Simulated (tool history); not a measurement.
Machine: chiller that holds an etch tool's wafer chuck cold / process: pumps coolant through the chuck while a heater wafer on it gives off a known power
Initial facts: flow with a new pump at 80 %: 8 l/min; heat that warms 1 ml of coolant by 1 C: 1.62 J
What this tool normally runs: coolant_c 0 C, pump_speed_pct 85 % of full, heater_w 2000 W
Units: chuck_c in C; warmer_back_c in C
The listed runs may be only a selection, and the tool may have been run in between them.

Run 1, hour 0: usual settings. Result: chuck_c 16 C, warmer_back_c 8.66 C.
Run 2, hour 48.8: usual settings. Result: chuck_c 16 C, warmer_back_c 8.7 C.
Run 3, hour 132: usual settings but pump_speed_pct 76 % of full. Result: chuck_c 17.4 C, warmer_back_c 9.83 C.
Run 4, hour 195.2: usual settings but pump_speed_pct 76 % of full. Result: chuck_c 17.4 C, warmer_back_c 9.89 C.
Run 5, hour 295.5: usual settings but coolant_c -8 C. Result: chuck_c 8 C, warmer_back_c 8.65 C.
Run 6, hour 383.4: usual settings but coolant_c -8 C. Result: chuck_c 8 C, warmer_back_c 8.62 C.
Run 7, hour 440.4: usual settings but pump_speed_pct 73 % of full. Result: chuck_c 17.5 C, warmer_back_c 10.21 C.
Run 8, hour 498.2: usual settings but pump_speed_pct 73 % of full. Result: chuck_c 17.7 C, warmer_back_c 10.28 C.
Run 9, hour 590.6: usual settings but pump_speed_pct 73 % of full. Result: chuck_c 17.7 C, warmer_back_c 10.14 C.
Run 10, hour 636.3: usual settings but pump_speed_pct 73 % of full. Result: chuck_c 17.9 C, warmer_back_c 10.15 C.
Run 11, hour 727.3: usual settings but pump_speed_pct 87 % of full. Result: chuck_c 15.7 C, warmer_back_c 8.42 C.
Run 12, hour 791.8: usual settings but pump_speed_pct 87 % of full. Result: chuck_c 16 C, warmer_back_c 8.37 C.
Run 13, hour 846.9: usual settings. Result: chuck_c 16 C, warmer_back_c 8.65 C.
Run 14, hour 945.5: usual settings. Result: chuck_c 16 C, warmer_back_c 8.59 C.
Run 15, hour 1054.6: usual settings but heater_w 1514 W. Result: chuck_c 12 C, warmer_back_c 6.52 C.
Run 16, hour 1118.4: usual settings but heater_w 1514 W. Result: chuck_c 12.1 C, warmer_back_c 6.52 C.
Run 17, hour 1181.3: usual settings but heater_w 1514 W. Result: chuck_c 12.1 C, warmer_back_c 6.48 C.
Run 18, hour 1290: usual settings but heater_w 1514 W. Result: chuck_c 12.3 C, warmer_back_c 6.42 C.
Run 19, hour 1378.3: usual settings but heater_w 1514 W. Result: chuck_c 12.1 C, warmer_back_c 6.46 C.
Run 20, hour 1465.3: usual settings but coolant_c 4 C, pump_speed_pct 71 % of full, heater_w 1882 W. Result: chuck_c 21.1 C, warmer_back_c 9.86 C.
Run 21, hour 1521: usual settings but coolant_c -3 C, pump_speed_pct 73 % of full, heater_w 2705 W. Result: chuck_c 21.2 C, warmer_back_c 13.74 C.
Run 22, hour 1616.3: usual settings but coolant_c 9 C, pump_speed_pct 86 % of full, heater_w 2729 W. Result: chuck_c 30.6 C, warmer_back_c 11.62 C.
Run 23, hour 1720.1: usual settings but coolant_c 9 C, pump_speed_pct 86 % of full, heater_w 2729 W. Result: chuck_c 30.7 C, warmer_back_c 11.56 C.
Run 24, hour 1828.4: usual settings but coolant_c 9 C, pump_speed_pct 76 % of full, heater_w 2729 W. Result: chuck_c 32.7 C, warmer_back_c 13.37 C.
Run 25, hour 1901.5: usual settings but coolant_c 3 C, pump_speed_pct 91 % of full, heater_w 2713 W. Result: chuck_c 23.7 C, warmer_back_c 10.79 C.
Run 26, hour 2001.3: usual settings but coolant_c 3 C, pump_speed_pct 91 % of full, heater_w 2713 W. Result: chuck_c 23.6 C, warmer_back_c 10.8 C.
Run 27, hour 2107.4: usual settings but coolant_c 3 C, pump_speed_pct 91 % of full, heater_w 2713 W. Result: chuck_c 23.7 C, warmer_back_c 10.8 C.
Run 28, hour 2178.2: usual settings. Result: chuck_c 16.1 C, warmer_back_c 8.54 C.
Run 29, hour 2224.7: usual settings but pump_speed_pct 64 % of full. Result: chuck_c 19.5 C, warmer_back_c 11.74 C.
Run 30, hour 2286.7: usual settings but coolant_c 8 C, pump_speed_pct 70 % of full, heater_w 1488 W. Result: chuck_c 21.6 C, warmer_back_c 7.78 C.
Run 31, hour 2387.9: usual settings but pump_speed_pct 69 % of full, heater_w 1115 W. Result: chuck_c 10.5 C, warmer_back_c 5.88 C.

Run by run, hidden condition taken away, random variation retained:
Hidden state at play: heat passed by the chuck's channels, % of clean ones'; flow at a given pump speed, % of a new pump's; coolant's true temperature over the reading, C; drift of the gauge itself on chuck_c, C; drift of the gauge itself on warmer_back_c, C.
run  warmer_back_c
  1           8.65
  2           8.69
  3           9.83
  4           9.89
  5           8.66
  6           8.65
  7          10.24
  8          10.31
  9          10.18
 10          10.19
 11           8.47
 12           8.42
 13           8.72
 14           8.66
 15            6.6
 16           6.61
 17           6.57
 18           6.53
 19           6.57
 20           9.97
 21          13.85
 22          11.75
 23          11.69
 24          13.51
 25          10.93
 26          10.96
 27          10.96
 28           8.72
 29          11.91
 30           7.97
 31           6.07
chuck_c without the hidden state stays within 0.1 C of what was measured, in all runs.

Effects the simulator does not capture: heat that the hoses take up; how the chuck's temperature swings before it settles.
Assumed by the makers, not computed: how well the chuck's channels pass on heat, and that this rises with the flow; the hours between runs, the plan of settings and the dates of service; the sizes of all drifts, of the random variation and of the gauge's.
